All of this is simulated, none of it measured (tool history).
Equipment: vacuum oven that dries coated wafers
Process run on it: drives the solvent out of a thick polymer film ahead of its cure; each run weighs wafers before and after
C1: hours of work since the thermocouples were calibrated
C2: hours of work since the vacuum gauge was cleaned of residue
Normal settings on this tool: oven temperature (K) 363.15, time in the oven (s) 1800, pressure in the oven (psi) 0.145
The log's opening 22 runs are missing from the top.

Run 23, day 26.075: usual settings but pressure in the oven (psi) 0.157; C1 745; C2 1540. Result: solvent left in the film (%) 1.42.
Run 24, day 26.971: usual settings but oven temperature (K) 358.15, pressure in the oven (psi) 0.236; C1 761; C2 1556. Result: solvent left in the film (%) 2.57.
Run 25, day 27.842: usual settings but oven temperature (K) 349.15, pressure in the oven (psi) 0.370; C1 777; C2 1572. Result: solvent left in the film (%) 5.74.
At day 28.121: oven's thermocouples calibrated.
Run 26, day 29.296: usual settings but oven temperature (K) 367.15, time in the oven (s) 2220, pressure in the oven (psi) 0.370; C1 21; C2 1596. Result: solvent left in the film (%) 1.37.
Run 27, day 30.058: usual settings but oven temperature (K) 377.15, time in the oven (s) 1140, pressure in the oven (psi) 0.087; C1 35; C2 1610. Result: solvent left in the film (%) 0.56.
Run 28, day 31.650: usual settings but oven temperature (K) 366.15, pressure in the oven (psi) 0.086; C1 63; C2 1638. Result: solvent left in the film (%) 0.76.
Run 29, day 32.725: usual settings but oven temperature (K) 366.15, pressure in the oven (psi) 0.086; C1 82; C2 1657. Result: solvent left in the film (%) 0.81.
Run 30, day 33.729: usual settings but pressure in the oven (psi) 0.219; C1 100; C2 1675. Result: solvent left in the film (%) 1.44.
Run 31, day 34.600: usual settings but oven temperature (K) 349.15, time in the oven (s) 2280, pressure in the oven (psi) 0.280; C1 115; C2 1691. Result: solvent left in the film (%) 4.02.
Run 32, day 35.429: usual settings but oven temperature (K) 349.15, time in the oven (s) 2280, pressure in the oven (psi) 0.280; C1 130; C2 1706. Result: solvent left in the film (%) 4.04.
Run 33, day 36.858: usual settings but oven temperature (K) 349.15, time in the oven (s) 2280, pressure in the oven (psi) 0.280; C1 156; C2 1731. Result: solvent left in the film (%) 4.05.
Run 34, day 38.458: usual settings but oven temperature (K) 349.15, time in the oven (s) 2280, pressure in the oven (psi) 0.280; C1 184; C2 1760. Result: solvent left in the film (%) 4.16.
Run 35, day 39.225: usual settings but oven temperature (K) 350.15, time in the oven (s) 2220, pressure in the oven (psi) 0.155; C1 198; C2 1773. Result: solvent left in the film (%) 3.35.
Run 36, day 40.608: usual settings but oven temperature (K) 350.15, time in the oven (s) 2220, pressure in the oven (psi) 0.155; C1 223; C2 1798. Result: solvent left in the film (%) 3.35.
Run 37, day 41.512: usual settings but oven temperature (K) 357.15, time in the oven (s) 1560, pressure in the oven (psi) 0.167; C1 239; C2 1814. Result: solvent left in the film (%) 3.04.
Run 38, day 42.225: usual settings but pressure in the oven (psi) 0.451; C1 251; C2 1827. Result: solvent left in the film (%) 2.21.
Run 39, day 43.125: usual settings but pressure in the oven (psi) 0.451; C1 267; C2 1843. Result: solvent left in the film (%) 2.23.
Run 40, day 43.896: usual settings but time in the oven (s) 1500; C1 281; C2 1856. Result: solvent left in the film (%) 1.86.
Run 41, day 44.879: usual settings but time in the oven (s) 1500; C1 299; C2 1874. Result: solvent left in the film (%) 1.83.
Run 42, day 46.358: usual settings but time in the oven (s) 1500; C1 325; C2 1900. Result: solvent left in the film (%) 1.81.
Run 43, day 47.638: usual settings but oven temperature (K) 364.15, time in the oven (s) 2460; C1 348; C2 1923. Result: solvent left in the film (%) 1.00.
Run 44, day 49.008: usual settings but oven temperature (K) 376.15, time in the oven (s) 1020, pressure in the oven (psi) 0.441; C1 372; C2 1948. Result: solvent left in the film (%) 1.48.
Run 45, day 50.417: usual settings but oven temperature (K) 376.15, time in the oven (s) 1020, pressure in the oven (psi) 0.441; C1 397; C2 1973. Result: solvent left in the film (%) 1.54.
Run 46, day 51.996: usual settings but oven temperature (K) 369.15, time in the oven (s) 1140, pressure in the oven (psi) 0.202; C1 426; C2 2001. Result: solvent left in the film (%) 1.75.

Predict each of these 3 candidate next runs independently; none follows another, all start after run 46:
Run A, day 52.850: usual settings but oven temperature (K) 349.15, time in the oven (s) 1560, pressure in the oven (psi) 0.139; C1 441; C2 2016. Result: solvent left in the film (%) ?.
Run B, day 52.850: usual settings but oven temperature (K) 356.15, time in the oven (s) 1380, pressure in the oven (psi) 0.515; C1 441; C2 2016. Result: solvent left in the film (%) ?.
Run C, day 52.850: usual settings but oven temperature (K) 351.15, time in the oven (s) 2040, pressure in the oven (psi) 0.363; C1 441; C2 2016. Result: solvent left in the film (%) ?.

run  solvent left in the film (%)
  A                          5.25
  B                          5.15
  C                          4.49
Had the tool no hidden state, the same runs would have come out as:
run  solvent left in the film (%)
  A                          4.71
  B                          4.65
  C                          3.94
